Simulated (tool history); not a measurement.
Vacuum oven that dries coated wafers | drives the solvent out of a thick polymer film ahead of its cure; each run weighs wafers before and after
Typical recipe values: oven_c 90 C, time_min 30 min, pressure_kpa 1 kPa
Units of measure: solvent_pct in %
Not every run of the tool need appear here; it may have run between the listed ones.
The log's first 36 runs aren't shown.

Run 37, hour 2795.2: usual settings but oven_c 98 C, time_min 45 min, pressure_kpa 0.76 kPa. Result: solvent_pct 0.63 %.
Run 38, hour 2868.4: usual settings but oven_c 98 C, time_min 52 min, pressure_kpa 0.76 kPa. Result: solvent_pct 0.52 %.
Run 39, hour 2957.7: usual settings but time_min 41 min, pressure_kpa 0.55 kPa. Result: solvent_pct 2.31 %.
Run 40, hour 3029.9: usual settings but oven_c 76 C, time_min 41 min, pressure_kpa 1.87 kPa. Result: solvent_pct 9.24 %.
At hour 3062: oven's thermocouples calibrated.
Run 41, hour 3105.5: usual settings but oven_c 97 C, time_min 47 min, pressure_kpa 3.44 kPa. Result: solvent_pct 1.54 %.
Run 42, hour 3189.1: usual settings but time_min 15 min, pressure_kpa 3.24 kPa. Result: solvent_pct 8.23 %.
Run 43, hour 3232.9: usual settings but time_min 15 min, pressure_kpa 3.24 kPa. Result: solvent_pct 8.42 %.
Run 44, hour 3324.8: usual settings but oven_c 92 C, time_min 37 min, pressure_kpa 3.4 kPa. Result: solvent_pct 3 %.
Run 45, hour 3396.8: usual settings but oven_c 99 C, time_min 37 min, pressure_kpa 3.9 kPa. Result: solvent_pct 1.81 %.
Run 46, hour 3442.8: usual settings but oven_c 99 C, time_min 37 min, pressure_kpa 3.9 kPa. Result: solvent_pct 1.79 %.

What if the next run were any one of these 4? Each begins from the tool's condition after run 46:
Run A, hour 3505.5: usual settings but oven_c 88 C, pressure_kpa 0.55 kPa. Result: solvent_pct ?.
Run B, hour 3505.5: usual settings but oven_c 94 C, time_min 18 min, pressure_kpa 3.9 kPa. Result: solvent_pct ?.
Run C, hour 3505.5: usual settings but oven_c 98 C, time_min 17 min, pressure_kpa 1.09 kPa. Result: solvent_pct ?.
Run D, hour 3505.5: usual settings but oven_c 97 C, time_min 25 min. Result: solvent_pct ?.

run  solvent_pct
  A         4.47
  B         5.85
  C          3.7
  D         2.16
With the hidden condition removed and each run's random variation left untouched, the same runs would have given:
run  solvent_pct
  A         4.22
  B         5.64
  C          3.5
  D         1.97

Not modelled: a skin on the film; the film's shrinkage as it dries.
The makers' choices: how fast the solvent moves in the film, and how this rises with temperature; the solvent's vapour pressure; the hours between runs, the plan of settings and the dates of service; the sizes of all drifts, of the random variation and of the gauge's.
